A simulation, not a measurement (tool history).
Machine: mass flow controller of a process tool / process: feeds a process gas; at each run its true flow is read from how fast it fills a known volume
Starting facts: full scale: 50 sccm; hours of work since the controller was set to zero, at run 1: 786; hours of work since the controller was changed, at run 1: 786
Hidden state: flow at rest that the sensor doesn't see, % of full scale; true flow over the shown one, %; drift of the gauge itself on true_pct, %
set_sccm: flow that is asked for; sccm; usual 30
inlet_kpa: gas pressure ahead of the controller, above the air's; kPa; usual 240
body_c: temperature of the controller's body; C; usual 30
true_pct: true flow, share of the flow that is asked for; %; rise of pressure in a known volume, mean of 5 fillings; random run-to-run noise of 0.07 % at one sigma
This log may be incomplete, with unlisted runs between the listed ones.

run,hour,set_sccm,inlet_kpa,body_c,hours of work since the controller was set to zero,hours of work since the controller was changed,true_pct
1,0.0,30,240,30,786,786,99.23
2,204.9,30,240,30,929,929,99.26
3,435.3,30,240,30,1089,1089,99.22
4,633.1,30,240,30,1228,1228,99.27
5,940.2,30,240,30,1442,1442,99.16
6,1123.4,30,240,30,1570,1570,99.31
7,1440.0,30,240,30,1791,1791,99.25
8,1823.4,16,240,30,2058,2058,98.46
9,2106.5,16,240,30,2256,2256,98.50
10,2264.9,30,280,30,2367,2367,99.31
11,2481.1,30,280,30,2517,2517,99.31
12,2782.8,30,201,30,2728,2728,99.16
13,3142.6,26,262,30,2979,2979,99.06
14,3468.7,26,262,30,3207,3207,99.16
15,3687.2,26,262,30,3359,3359,99.14
16,3999.9,30,240,21,3578,3578,98.81
17,4244.4,30,240,21,3748,3748,98.87
18,4500.7,30,240,21,3927,3927,98.98

Branching from run 18: 4 alternative next runs. What would each branch give?
A,4777.8,16,254,21,4121,4121,?
B,4777.8,30,240,22,4121,4121,?
C,4777.8,12,240,32,4121,4121,?
D,4777.8,5,142,23,4121,4121,?

run,true_pct
A,98.17
B,98.92
C,98.38
D,97.31
Stripped of hidden state, with their random variation kept, the same runs would have yielded:
run,true_pct
A,98.19
B,98.93
C,98.40
D,97.34
